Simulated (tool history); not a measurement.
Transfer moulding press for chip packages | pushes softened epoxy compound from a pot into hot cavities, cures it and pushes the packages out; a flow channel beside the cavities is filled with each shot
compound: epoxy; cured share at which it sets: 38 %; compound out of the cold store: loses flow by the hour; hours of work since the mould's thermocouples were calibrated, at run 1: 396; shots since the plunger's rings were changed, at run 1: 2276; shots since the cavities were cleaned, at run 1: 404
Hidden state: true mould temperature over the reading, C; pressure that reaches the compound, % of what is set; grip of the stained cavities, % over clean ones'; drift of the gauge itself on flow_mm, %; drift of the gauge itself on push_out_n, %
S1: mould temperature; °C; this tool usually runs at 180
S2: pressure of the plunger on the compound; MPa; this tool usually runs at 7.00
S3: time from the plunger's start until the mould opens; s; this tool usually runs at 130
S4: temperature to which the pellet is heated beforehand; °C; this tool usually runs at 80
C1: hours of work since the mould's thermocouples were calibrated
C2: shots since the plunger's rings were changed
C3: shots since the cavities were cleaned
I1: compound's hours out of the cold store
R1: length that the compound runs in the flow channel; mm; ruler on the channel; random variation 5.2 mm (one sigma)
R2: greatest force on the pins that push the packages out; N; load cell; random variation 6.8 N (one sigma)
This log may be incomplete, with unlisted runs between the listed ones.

Run 1, hour 0.0: usual settings; C1 396; C2 2276; C3 404; I1 40.8. Result: R1 516 mm, R2 418 N.
Run 2, hour 42.2: usual settings; C1 425; C2 2667; C3 795; I1 31.2. Result: R1 515 mm, R2 456 N.
At hour 63.8: mould's thermocouples calibrated.
At hour 79.0: cavities cleaned with cleaning compound and waxed.
Run 3, hour 85.1: usual settings; C1 13; C2 3031; C3 56; I1 40.0. Result: R1 500 mm, R2 313 N.
Run 4, hour 116.6: usual settings; C1 34; C2 3322; C3 347; I1 43.3. Result: R1 493 mm, R2 382 N.
At hour 155.4: mould's thermocouples calibrated, once more.
Run 5, hour 163.0: usual settings but S1 186 °C; C1 5; C2 3733; C3 758; I1 13.1. Result: R1 508 mm, R2 394 N.
At hour 170.2: plunger's sealing rings changed.
Run 6, hour 190.6: usual settings but S1 186 °C; C1 22; C2 189; C3 990; I1 29.2. Result: R1 538 mm, R2 423 N.
At hour 202.9: cavities cleaned with cleaning compound and waxed.
Run 7, hour 221.3: usual settings but S2 5.46 MPa; C1 41; C2 460; C3 170; I1 47.8. Result: R1 460 mm, R2 330 N.
Run 8, hour 269.1: usual settings but S2 5.46 MPa; C1 73; C2 902; C3 612; I1 33.6. Result: R1 465 mm, R2 440 N.
Run 9, hour 303.8: usual settings but S2 5.46 MPa; C1 97; C2 1223; C3 933; I1 17.5. Result: R1 497 mm, R2 467 N.
At hour 324.2: cavities cleaned with cleaning compound and waxed.
Run 10, hour 348.0: usual settings but S1 182 °C; C1 125; C2 1618; C3 220; I1 28.8. Result: R1 524 mm, R2 334 N.
Run 11, hour 389.0: usual settings but S3 145 s; C1 153; C2 1998; C3 600; I1 24.9. Result: R1 533 mm, R2 393 N.
Run 12, hour 415.4: usual settings; C1 170; C2 2242; C3 844; I1 38.2. Result: R1 508 mm, R2 468 N.
At hour 441.8: cavities cleaned with cleaning compound and waxed.
Run 13, hour 467.1: usual settings; C1 204; C2 2706; C3 234; I1 16.3. Result: R1 547 mm, R2 363 N.
Run 14, hour 498.9: usual settings but S2 7.13 MPa; C1 225; C2 3000; C3 528; I1 8.2. Result: R1 550 mm, R2 430 N.
Run 15, hour 521.7: usual settings but S2 6.43 MPa; C1 240; C2 3211; C3 739; I1 11.2. Result: R1 525 mm, R2 470 N.
At hour 559.4: cavities cleaned with cleaning compound and waxed.
Run 16, hour 559.9: usual settings but S2 6.43 MPa; C1 265; C2 3551; C3 5; I1 31.3. Result: R1 478 mm, R2 287 N.
At hour 585.1: plunger's sealing rings changed.
Run 17, hour 589.1: usual settings but S2 6.43 MPa, S3 153 s; C1 283; C2 37; C3 252; I1 43.3. Result: R1 496 mm, R2 329 N.
Run 18, hour 629.8: usual settings but S1 184 °C, S2 6.43 MPa, S3 125 s; C1 310; C2 414; C3 629; I1 18.3. Result: R1 523 mm, R2 417 N.
Run 19, hour 659.3: usual settings but S1 184 °C, S2 6.43 MPa, S3 125 s; C1 329; C2 686; C3 901; I1 21.7. Result: R1 519 mm, R2 436 N.

The next listed run, before its measurement:
At hour 681.4: cavities cleaned with cleaning compound and waxed.
Run 20, hour 699.0: usual settings but S1 184 °C, S2 6.74 MPa, S3 138 s, S4 87 °C; C1 355; C2 1040; C3 163; I1 27.4. Result: R1 ?, R2 ?.

R1: 507 mm
R2: 303 N
The same run, on a tool lacking any hidden state, would have yielded R1 517 mm, R2 241 N.

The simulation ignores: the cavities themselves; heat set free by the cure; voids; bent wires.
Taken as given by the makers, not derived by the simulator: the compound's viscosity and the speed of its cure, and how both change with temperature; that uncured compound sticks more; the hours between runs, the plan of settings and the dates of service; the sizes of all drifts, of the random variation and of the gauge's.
